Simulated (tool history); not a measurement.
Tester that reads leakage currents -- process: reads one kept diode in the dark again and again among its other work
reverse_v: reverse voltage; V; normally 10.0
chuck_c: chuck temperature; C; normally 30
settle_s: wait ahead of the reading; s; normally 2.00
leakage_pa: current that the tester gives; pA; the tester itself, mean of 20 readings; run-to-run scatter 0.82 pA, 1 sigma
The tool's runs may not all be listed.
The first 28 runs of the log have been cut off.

run,hour,reverse_v,chuck_c,settle_s,leakage_pa
29,2164.0,15.1,36,0.35,497.63
30,2234.1,15.1,36,0.35,498.42
31,2312.7,4.7,25,2.98,141.52
32,2400.3,2.6,48,8.12,571.83
33,2459.6,3.3,32,0.51,209.67
34,2552.8,5.5,28,5.83,187.39
35,2602.1,5.5,28,5.83,186.71
36,2666.8,5.8,30,0.35,227.25
37,2749.1,7.9,45,3.75,710.01
38,2800.2,7.9,31,4.05,266.87
39,2905.4,7.9,31,4.05,267.56
40,2951.7,7.9,31,4.05,266.30

Predict each of these 3 candidate next runs independently; none follows another, all start after run 40:
A,3033.8,10.0,26,0.49,?
B,3033.8,7.9,31,0.40,?
C,3033.8,7.9,31,7.60,?

run,leakage_pa
A,208.54
B,272.36
C,267.79
Without the tool's unlogged condition, the same runs would have read:
run,leakage_pa
A,208.38
B,272.17
C,267.59

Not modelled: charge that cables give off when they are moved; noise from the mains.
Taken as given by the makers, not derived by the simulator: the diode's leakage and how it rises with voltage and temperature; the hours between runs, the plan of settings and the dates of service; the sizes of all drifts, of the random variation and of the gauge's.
